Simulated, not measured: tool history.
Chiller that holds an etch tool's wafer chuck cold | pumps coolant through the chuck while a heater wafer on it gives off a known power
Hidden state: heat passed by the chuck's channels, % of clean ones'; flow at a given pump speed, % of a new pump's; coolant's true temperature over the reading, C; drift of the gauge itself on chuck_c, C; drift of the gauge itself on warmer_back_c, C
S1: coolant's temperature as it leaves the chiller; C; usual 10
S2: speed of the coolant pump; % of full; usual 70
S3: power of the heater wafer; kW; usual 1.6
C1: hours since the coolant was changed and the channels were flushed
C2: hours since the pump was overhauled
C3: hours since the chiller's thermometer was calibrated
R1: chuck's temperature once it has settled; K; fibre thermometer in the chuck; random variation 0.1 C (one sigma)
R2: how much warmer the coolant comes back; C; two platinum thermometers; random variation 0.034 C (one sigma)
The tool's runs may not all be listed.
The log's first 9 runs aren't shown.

Run 10, hour 709.5: usual settings but S1 1 C; C1 4268; C2 2426; C3 595. Result: R1 291.75 K, R2 5.27 C.
Run 11, hour 766.6: usual settings but S1 9 C; C1 4325; C2 2483; C3 652. Result: R1 299.45 K, R2 5.24 C.
Run 12, hour 851.2: usual settings but S2 72 % of full; C1 4409; C2 2568; C3 737. Result: R1 300.25 K, R2 5.09 C.
Run 13, hour 908.1: usual settings but S1 16 C; C1 4466; C2 2625; C3 794. Result: R1 306.95 K, R2 5.24 C.
Run 14, hour 986.3: usual settings but S1 16 C; C1 4544; C2 2703; C3 872. Result: R1 306.65 K, R2 5.21 C.
Run 15, hour 1076.2: usual settings; C1 4634; C2 2793; C3 962. Result: R1 300.65 K, R2 5.27 C.
Run 16, hour 1122.5: usual settings; C1 4680; C2 2839; C3 1008. Result: R1 300.85 K, R2 5.24 C.
Run 17, hour 1187: usual settings but S3 1.594 kW; C1 4745; C2 2904; C3 1073. Result: R1 300.65 K, R2 5.29 C.
Run 18, hour 1280: usual settings but S1 17 C, S2 65 % of full; C1 4838; C2 2996; C3 1166. Result: R1 308.55 K, R2 5.66 C.
Run 19, hour 1347.6: usual settings but S1 17 C, S2 65 % of full; C1 4906; C2 3064; C3 1233. Result: R1 308.35 K, R2 5.7 C.
Run 20, hour 1397: usual settings but S1 17 C, S2 65 % of full, S3 1.38 kW; C1 4955; C2 3113; C3 1283. Result: R1 305.85 K, R2 4.99 C.
Run 21, hour 1491.8: usual settings but S2 84 % of full, S3 1.786 kW; C1 5050; C2 3208; C3 1378. Result: R1 300.75 K, R2 4.95 C.
Run 22, hour 1577.7: usual settings but S2 84 % of full, S3 1.786 kW; C1 5136; C2 3294; C3 1464. Result: R1 300.75 K, R2 4.93 C.
Run 23, hour 1623.9: usual settings but S2 60 % of full, S3 1.569 kW; C1 5182; C2 3340; C3 1510. Result: R1 301.95 K, R2 6.02 C.
Run 24, hour 1702.3: usual settings but S1 3 C, S2 84 % of full, S3 2.147 kW; C1 5260; C2 3419; C3 1588. Result: R1 297.55 K, R2 6 C.
Run 25, hour 1755.4: usual settings but S1 8 C, S2 88 % of full, S3 1.229 kW; C1 5313; C2 3472; C3 1641. Result: R1 292.85 K, R2 3.3 C.
Run 26, hour 1850.5: usual settings but S1 8 C, S2 88 % of full, S3 1.229 kW; C1 5409; C2 3567; C3 1736. Result: R1 292.85 K, R2 3.24 C.
Run 27, hour 1946: usual settings but S1 8 C, S2 91 % of full, S3 1.229 kW; C1 5504; C2 3662; C3 1832. Result: R1 292.75 K, R2 3.14 C.
Run 28, hour 2009.3: usual settings but S1 12 C, S2 75 % of full, S3 1.793 kW; C1 5567; C2 3726; C3 1895. Result: R1 304.25 K, R2 5.57 C.
Run 29, hour 2077.5: usual settings but S1 12 C, S2 75 % of full, S3 1.793 kW; C1 5636; C2 3794; C3 1963. Result: R1 304.15 K, R2 5.65 C.
Run 30, hour 2149.4: usual settings but S1 9 C, S2 66 % of full, S3 1.459 kW; C1 5707; C2 3866; C3 2035. Result: R1 298.95 K, R2 5.18 C.
Run 31, hour 2226.2: usual settings but S1 15 C, S2 77 % of full, S3 1.459 kW; C1 5784; C2 3943; C3 2112. Result: R1 303.25 K, R2 4.48 C.
Run 32, hour 2335.9: usual settings but S1 3 C, S2 76 % of full, S3 2.203 kW; C1 5894; C2 4052; C3 2222. Result: R1 299.65 K, R2 6.83 C.

Forecast each of these 3 alternatives for the next run:
Run A, hour 2449.9: usual settings but S1 8 C, S2 79 % of full, S3 2.071 kW; C1 6008; C2 4166; C3 2336. Result: R1 ?, R2 ?.
Run B, hour 2449.9: usual settings but S1 11 C, S2 76 % of full, S3 2.203 kW; C1 6008; C2 4166; C3 2336. Result: R1 ?, R2 ?.
Run C, hour 2449.9: usual settings but S2 65 % of full; C1 6008; C2 4166; C3 2336. Result: R1 ?, R2 ?.

run      R1    R2
  A  302.75  6.16
  B  307.55  6.77
  C  301.85   5.7
Without the tool's hidden state the same runs would have given:
run      R1    R2
  A  301.05  5.91
  B  305.75   6.5
  C  300.55  5.47
